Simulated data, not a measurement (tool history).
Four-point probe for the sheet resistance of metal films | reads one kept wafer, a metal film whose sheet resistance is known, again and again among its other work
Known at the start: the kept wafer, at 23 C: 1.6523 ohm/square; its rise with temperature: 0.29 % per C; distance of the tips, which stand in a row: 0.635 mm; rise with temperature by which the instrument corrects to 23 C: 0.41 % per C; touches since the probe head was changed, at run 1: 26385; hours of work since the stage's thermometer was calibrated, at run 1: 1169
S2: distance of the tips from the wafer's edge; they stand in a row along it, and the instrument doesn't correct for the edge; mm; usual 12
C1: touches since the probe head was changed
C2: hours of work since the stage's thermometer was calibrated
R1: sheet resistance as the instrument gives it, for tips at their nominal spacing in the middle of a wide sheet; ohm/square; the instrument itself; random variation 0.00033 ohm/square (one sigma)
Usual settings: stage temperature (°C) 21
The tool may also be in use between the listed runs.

Run 1, day 0.000: usual settings; C1 26385; C2 1169. Result: R1 1.655668 ohm/square.
Run 2, day 1.179: usual settings; C1 27504; C2 1187. Result: R1 1.654021 ohm/square.
Run 3, day 2.508: usual settings but S2 7 mm; C1 28765; C2 1207. Result: R1 1.659516 ohm/square.
Run 4, day 3.454: usual settings but S2 7 mm; C1 29660; C2 1221. Result: R1 1.659641 ohm/square.
Run 5, day 4.583: usual settings; C1 30732; C2 1238. Result: R1 1.655064 ohm/square.
Run 6, day 5.996: usual settings; C1 32070; C2 1259. Result: R1 1.654938 ohm/square.
Run 7, day 7.508: usual settings; C1 33505; C2 1281. Result: R1 1.654414 ohm/square.
Run 8, day 8.708: usual settings but stage temperature (°C) 22, S2 18 mm; C1 34644; C2 1299. Result: R1 1.651543 ohm/square.
Run 9, day 10.379: usual settings but stage temperature (°C) 25, S2 26 mm; C1 36227; C2 1324. Result: R1 1.644285 ohm/square.
Run 10, day 12.388: usual settings but stage temperature (°C) 22; C1 38132; C2 1354. Result: R1 1.652142 ohm/square.
Run 11, day 14.117: usual settings but stage temperature (°C) 31, S2 21 mm; C1 39771; C2 1380. Result: R1 1.632932 ohm/square.
Run 12, day 16.133: usual settings but stage temperature (°C) 18, S2 18 mm; C1 41683; C2 1410. Result: R1 1.659107 ohm/square.
Run 13, day 17.129: usual settings but stage temperature (°C) 18, S2 14 mm; C1 42629; C2 1425. Result: R1 1.659701 ohm/square.
Run 14, day 18.446: usual settings but S2 43 mm; C1 43878; C2 1445. Result: R1 1.651654 ohm/square.

Forecast each of these 4 alternatives for the next run:
At day 19.142: stage's thermometer calibrated.
Run A, day 20.179: usual settings but stage temperature (°C) 20, S2 44 mm; C1 45503; C2 16. Result: R1 ?.
At day 19.142: stage's thermometer calibrated.
Run B, day 20.179: usual settings but stage temperature (°C) 23, S2 43 mm; C1 45503; C2 16. Result: R1 ?.
At day 19.142: stage's thermometer calibrated.
Run C, day 20.179: usual settings but S2 58 mm; C1 45503; C2 16. Result: R1 ?.
At day 19.142: stage's thermometer calibrated.
Run D, day 20.179: usual settings but stage temperature (°C) 30; C1 45503; C2 16. Result: R1 ?.

run        R1
  A  1.654544
  B  1.648779
  C  1.652870
  D  1.637807
Without the tool's hidden state the same runs would have given:
run        R1
  A  1.658100
  B  1.652320
  C  1.656421
  D  1.641319

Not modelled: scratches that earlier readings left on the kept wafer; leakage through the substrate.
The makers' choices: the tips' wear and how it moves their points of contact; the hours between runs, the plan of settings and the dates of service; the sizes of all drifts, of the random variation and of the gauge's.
